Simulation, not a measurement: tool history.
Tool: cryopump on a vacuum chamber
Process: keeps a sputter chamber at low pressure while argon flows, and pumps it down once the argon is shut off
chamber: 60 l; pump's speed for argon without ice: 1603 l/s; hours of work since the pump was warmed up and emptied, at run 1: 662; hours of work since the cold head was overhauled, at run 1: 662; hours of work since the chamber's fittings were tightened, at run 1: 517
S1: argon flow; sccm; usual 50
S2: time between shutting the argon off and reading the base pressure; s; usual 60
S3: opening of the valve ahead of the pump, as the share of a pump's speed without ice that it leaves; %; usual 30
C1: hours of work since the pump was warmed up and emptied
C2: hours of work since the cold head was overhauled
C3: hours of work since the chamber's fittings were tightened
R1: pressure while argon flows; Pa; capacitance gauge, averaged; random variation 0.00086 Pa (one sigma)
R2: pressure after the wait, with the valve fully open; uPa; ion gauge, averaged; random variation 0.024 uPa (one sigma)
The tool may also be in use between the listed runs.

{"run": 1, "hour": 0.0, "S1": 50, "S2": 60, "S3": 30, "C1": 662, "C2": 662, "C3": 517, "R1": 0.1852, "R2": 2.21}
{"run": 2, "hour": 41.7, "S1": 50, "S2": 60, "S3": 30, "C1": 692, "C2": 692, "C3": 547, "R1": 0.1851, "R2": 2.21}
{"run": 3, "hour": 67.8, "S1": 50, "S2": 60, "S3": 30, "C1": 711, "C2": 711, "C3": 566, "R1": 0.1836, "R2": 2.26}
{"run": 4, "hour": 85.7, "S1": 50, "S2": 60, "S3": 16, "C1": 724, "C2": 724, "C3": 579, "R1": 0.3341, "R2": 2.35}
{"run": 5, "hour": 121.0, "S1": 50, "S2": 60, "S3": 49, "C1": 750, "C2": 750, "C3": 605, "R1": 0.1151, "R2": 2.41}
{"run": 6, "hour": 146.9, "S1": 50, "S2": 60, "S3": 49, "C1": 768, "C2": 768, "C3": 624, "R1": 0.1161, "R2": 2.42}
{"run": 7, "hour": 168.8, "S1": 50, "S2": 60, "S3": 49, "C1": 784, "C2": 784, "C3": 640, "R1": 0.116, "R2": 2.48}
{"run": 8, "hour": 201.2, "S1": 50, "S2": 60, "S3": 49, "C1": 808, "C2": 808, "C3": 663, "R1": 0.1164, "R2": 2.55}
{"run": 9, "hour": 220.7, "S1": 50, "S2": 60, "S3": 22, "C1": 822, "C2": 822, "C3": 677, "R1": 0.251, "R2": 2.56}
{"run": 10, "hour": 253.5, "S1": 50, "S2": 60, "S3": 30, "C1": 846, "C2": 846, "C3": 701, "R1": 0.1869, "R2": 2.61}
{"run": 11, "hour": 277.7, "S1": 50, "S2": 60, "S3": 38, "C1": 863, "C2": 863, "C3": 719, "R1": 0.1479, "R2": 2.63}
{"run": 12, "hour": 299.0, "S1": 50, "S2": 60, "S3": 38, "C1": 879, "C2": 879, "C3": 734, "R1": 0.1495, "R2": 2.77}
{"run": 13, "hour": 326.4, "S1": 50, "S2": 60, "S3": 38, "C1": 899, "C2": 899, "C3": 754, "R1": 0.1498, "R2": 2.77}
{"run": 14, "hour": 365.5, "S1": 64, "S2": 60, "S3": 30, "C1": 927, "C2": 927, "C3": 782, "R1": 0.2383, "R2": 2.85}
{"run": 15, "hour": 391.6, "S1": 64, "S2": 60, "S3": 30, "C1": 946, "C2": 946, "C3": 801, "R1": 0.2386, "R2": 3.09}
{"run": 16, "hour": 409.2, "S1": 64, "S2": 60, "S3": 30, "C1": 959, "C2": 959, "C3": 814, "R1": 0.2388, "R2": 2.94}
{"run": 17, "hour": 449.9, "S1": 50, "S2": 60, "S3": 30, "C1": 988, "C2": 988, "C3": 844, "R1": 0.1877, "R2": 3.08}
{"run": 18, "hour": 468.2, "S1": 50, "S2": 124, "S3": 19, "C1": 1002, "C2": 1002, "C3": 857, "R1": 0.2899, "R2": 2.73}
{"run": 19, "hour": 509.8, "S1": 50, "S2": 124, "S3": 19, "C1": 1032, "C2": 1032, "C3": 887, "R1": 0.2924, "R2": 2.87}
{"run": 20, "hour": 529.5, "S1": 32, "S2": 75, "S3": 22, "C1": 1046, "C2": 1046, "C3": 902, "R1": 0.1628, "R2": 3.05}
{"run": 21, "hour": 560.9, "S1": 88, "S2": 107, "S3": 30, "C1": 1069, "C2": 1069, "C3": 924, "R1": 0.3337, "R2": 3.05}
{"run": 22, "hour": 582.6, "S1": 88, "S2": 107, "S3": 30, "C1": 1085, "C2": 1085, "C3": 940, "R1": 0.3318, "R2": 2.99}
{"run": 23, "hour": 618.2, "S1": 88, "S2": 107, "S3": 30, "C1": 1111, "C2": 1111, "C3": 966, "R1": 0.3358, "R2": 3.24}
{"run": 24, "hour": 655.6, "S1": 88, "S2": 56, "S3": 26, "C1": 1138, "C2": 1138, "C3": 993, "R1": 0.3821, "R2": 3.68}
{"run": 25, "hour": 691.5, "S1": 88, "S2": 56, "S3": 35, "C1": 1164, "C2": 1164, "C3": 1019, "R1": 0.2906, "R2": 3.64}
{"hour": 731.7, "done": "pump warmed up, emptied and cooled again"}
{"run": 26, "hour": 732.2, "S1": 33, "S2": 22, "S3": 38, "C1": 0, "C2": 1190, "C3": 1045, "R1": 0.0911, "R2": 4.17}
{"run": 27, "hour": 755.9, "S1": 21, "S2": 195, "S3": 37, "C1": 18, "C2": 1207, "C3": 1062, "R1": 0.0599, "R2": 2.67}
{"hour": 761.5, "done": "leaking fittings of the chamber tightened, without venting"}
{"run": 28, "hour": 796.9, "S1": 21, "S2": 195, "S3": 37, "C1": 46, "C2": 1235, "C3": 26, "R1": 0.0605, "R2": 0.48}
{"run": 29, "hour": 823.2, "S1": 21, "S2": 195, "S3": 37, "C1": 65, "C2": 1254, "C3": 45, "R1": 0.0601, "R2": 0.48}
{"run": 30, "hour": 864.9, "S1": 40, "S2": 155, "S3": 30, "C1": 95, "C2": 1285, "C3": 75, "R1": 0.1421, "R2": 0.63}
{"run": 31, "hour": 891.7, "S1": 37, "S2": 176, "S3": 30, "C1": 115, "C2": 1304, "C3": 95, "R1": 0.1304, "R2": 0.61}
{"run": 32, "hour": 932.9, "S1": 37, "S2": 176, "S3": 30, "C1": 145, "C2": 1334, "C3": 125, "R1": 0.1323, "R2": 0.72}
{"run": 33, "hour": 974.7, "S1": 65, "S2": 62, "S3": 30, "C1": 175, "C2": 1365, "C3": 155, "R1": 0.2328, "R2": 1.26}
{"run": 34, "hour": 999.1, "S1": 87, "S2": 62, "S3": 46, "C1": 193, "C2": 1382, "C3": 173, "R1": 0.2044, "R2": 1.28}

Some steps in R1 between neighbouring runs. How much of each would the tool show without its hidden state too (settings, what came in, random variation), and how much is left for the hidden state, with any gauge scatter that isn't in both results?
The hidden state here: pump's speed, % of a pump's without ice; cold plate's temperature, K; leak into the chamber, uPa l/s; drift of the gauge itself on working_pa, %; drift of the gauge itself on base_upa, %.
Run 4 -> 5: S3 16 -> 49. R1 -0.2190 Pa: hidden state +0.0004, all else -0.2194.
Run 19 -> 20: S1 50 -> 32, S2 124 -> 75, S3 19 -> 22. R1 -0.1296 Pa: hidden state -0.0046, all else -0.1250.
Run 20 -> 21: S1 32 -> 88, S2 75 -> 107, S3 22 -> 30. R1 +0.1709 Pa: hidden state +0.0154, all else +0.1555.
Run 25 -> 26: S1 88 -> 33, S2 56 -> 22, S3 35 -> 38, pump warmed up, emptied and cooled again. R1 -0.1995 Pa: hidden state -0.0259, all else -0.1736.

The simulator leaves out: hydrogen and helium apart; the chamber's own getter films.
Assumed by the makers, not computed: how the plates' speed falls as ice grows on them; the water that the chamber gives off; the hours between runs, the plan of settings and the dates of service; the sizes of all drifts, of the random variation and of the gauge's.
